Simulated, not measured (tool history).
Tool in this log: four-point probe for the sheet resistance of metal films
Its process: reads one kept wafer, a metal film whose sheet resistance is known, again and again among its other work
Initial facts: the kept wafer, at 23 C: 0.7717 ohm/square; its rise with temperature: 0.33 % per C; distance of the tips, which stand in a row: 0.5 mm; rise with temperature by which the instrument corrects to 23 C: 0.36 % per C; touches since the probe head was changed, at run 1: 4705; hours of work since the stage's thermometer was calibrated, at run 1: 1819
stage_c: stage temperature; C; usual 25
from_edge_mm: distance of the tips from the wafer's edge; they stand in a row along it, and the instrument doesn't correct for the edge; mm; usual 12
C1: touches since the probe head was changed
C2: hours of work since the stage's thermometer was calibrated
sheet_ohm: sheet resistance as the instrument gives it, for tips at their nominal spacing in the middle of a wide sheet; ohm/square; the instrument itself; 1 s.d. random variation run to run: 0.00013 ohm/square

Run 1, hour 0: usual settings; C1 4705; C2 1819. Result: sheet_ohm 0.772434 ohm/square.
Run 2, hour 21.7: usual settings; C1 5077; C2 1835. Result: sheet_ohm 0.772646 ohm/square.
Run 3, hour 40.9: usual settings; C1 5405; C2 1848. Result: sheet_ohm 0.77235 ohm/square.
Run 4, hour 53: usual settings; C1 5614; C2 1857. Result: sheet_ohm 0.772401 ohm/square.
Run 5, hour 71.5: usual settings but from_edge_mm 22 mm; C1 5929; C2 1870. Result: sheet_ohm 0.772019 ohm/square.
Run 6, hour 83.5: usual settings; C1 6135; C2 1879. Result: sheet_ohm 0.772376 ohm/square.
Run 7, hour 109.2: usual settings but stage_c 24 C; C1 6575; C2 1897. Result: sheet_ohm 0.772572 ohm/square.
Run 8, hour 134.1: usual settings but from_edge_mm 35 mm; C1 7002; C2 1915. Result: sheet_ohm 0.771786 ohm/square.
Run 9, hour 148.3: usual settings but stage_c 19 C; C1 7245; C2 1925. Result: sheet_ohm 0.773809 ohm/square.
At hour 154.9: stage's thermometer calibrated.
Run 10, hour 163.5: usual settings but from_edge_mm 25 mm; C1 7496; C2 6. Result: sheet_ohm 0.770866 ohm/square.
Run 11, hour 185.4: usual settings but from_edge_mm 25 mm; C1 7870; C2 22. Result: sheet_ohm 0.770727 ohm/square.
Run 12, hour 209.3: usual settings but stage_c 20 C; C1 8280; C2 39. Result: sheet_ohm 0.772408 ohm/square.
Run 13, hour 237.7: usual settings; C1 8767; C2 59. Result: sheet_ohm 0.771216 ohm/square.
Run 14, hour 250: usual settings; C1 8976; C2 68. Result: sheet_ohm 0.77141 ohm/square.
Run 15, hour 271.6: usual settings; C1 9347; C2 83. Result: sheet_ohm 0.771416 ohm/square.
Run 16, hour 299.4: usual settings; C1 9823; C2 103. Result: sheet_ohm 0.77133 ohm/square.
Run 17, hour 317.8: usual settings; C1 10137; C2 116. Result: sheet_ohm 0.77124 ohm/square.
Run 18, hour 337.9: usual settings; C1 10482; C2 130. Result: sheet_ohm 0.771122 ohm/square.
Run 19, hour 358.1: usual settings; C1 10827; C2 145. Result: sheet_ohm 0.771329 ohm/square.
Run 20, hour 374: usual settings; C1 11099; C2 156. Result: sheet_ohm 0.771401 ohm/square.
Run 21, hour 399.7: usual settings but stage_c 24 C, from_edge_mm 6 mm; C1 11538; C2 174. Result: sheet_ohm 0.773624 ohm/square.
Run 22, hour 419: usual settings but stage_c 32 C; C1 11870; C2 188. Result: sheet_ohm 0.769747 ohm/square.
Run 23, hour 444.8: usual settings but stage_c 23 C, from_edge_mm 23 mm; C1 12312; C2 207. Result: sheet_ohm 0.771164 ohm/square.
Run 24, hour 469.7: usual settings but stage_c 20 C, from_edge_mm 10 mm; C1 12737; C2 224. Result: sheet_ohm 0.772659 ohm/square.
Run 25, hour 483.1: usual settings but stage_c 20 C, from_edge_mm 10 mm; C1 12967; C2 234. Result: sheet_ohm 0.772629 ohm/square.
Run 26, hour 510.3: usual settings but stage_c 34 C, from_edge_mm 36 mm; C1 13433; C2 253. Result: sheet_ohm 0.768543 ohm/square.
Run 27, hour 524.1: usual settings but stage_c 28 C, from_edge_mm 21 mm; C1 13669; C2 263. Result: sheet_ohm 0.770006 ohm/square.
Run 28, hour 548: usual settings but stage_c 22 C, from_edge_mm 44 mm; C1 14077; C2 280. Result: sheet_ohm 0.771045 ohm/square.
Run 29, hour 569.4: usual settings but stage_c 22 C, from_edge_mm 5 mm; C1 14445; C2 295. Result: sheet_ohm 0.775463 ohm/square.
Run 30, hour 595.6: usual settings but stage_c 30 C, from_edge_mm 3 mm; C1 14892; C2 314. Result: sheet_ohm 0.780801 ohm/square.
Run 31, hour 608.4: usual settings but stage_c 18 C, from_edge_mm 48 mm; C1 15112; C2 323. Result: sheet_ohm 0.772358 ohm/square.
Run 32, hour 626.6: usual settings but stage_c 32 C, from_edge_mm 34 mm; C1 15423; C2 336. Result: sheet_ohm 0.769001 ohm/square.
Run 33, hour 644.8: usual settings but stage_c 22 C, from_edge_mm 34 mm; C1 15735; C2 349. Result: sheet_ohm 0.771392 ohm/square.
Run 34, hour 666.4: usual settings but stage_c 22 C, from_edge_mm 34 mm; C1 16106; C2 364. Result: sheet_ohm 0.771407 ohm/square.
Run 35, hour 685.8: usual settings but stage_c 22 C, from_edge_mm 34 mm; C1 16437; C2 378. Result: sheet_ohm 0.771135 ohm/square.
Run 36, hour 700.3: usual settings but stage_c 22 C, from_edge_mm 34 mm; C1 16686; C2 389. Result: sheet_ohm 0.77113 ohm/square.

What if the next run were any one of these 4? Each begins from the tool's condition after run 36:
Run A, hour 719.6: usual settings but stage_c 20 C, from_edge_mm 57 mm; C1 17016; C2 402. Result: sheet_ohm ?.
Run B, hour 719.6: usual settings but stage_c 22 C, from_edge_mm 38 mm; C1 17016; C2 402. Result: sheet_ohm ?.
Run C, hour 719.6: usual settings but stage_c 29 C; C1 17016; C2 402. Result: sheet_ohm ?.
Run D, hour 719.6: usual settings but stage_c 22 C, from_edge_mm 25 mm; C1 17016; C2 402. Result: sheet_ohm ?.

run  sheet_ohm
  A   0.771798
  B   0.770924
  C   0.770347
  D   0.771419
The same runs, with their run-to-run variation unchanged, on a tool lacking any hidden condition would have given:
run  sheet_ohm
  A   0.772527
  B   0.771653
  C    0.77108
  D   0.772149

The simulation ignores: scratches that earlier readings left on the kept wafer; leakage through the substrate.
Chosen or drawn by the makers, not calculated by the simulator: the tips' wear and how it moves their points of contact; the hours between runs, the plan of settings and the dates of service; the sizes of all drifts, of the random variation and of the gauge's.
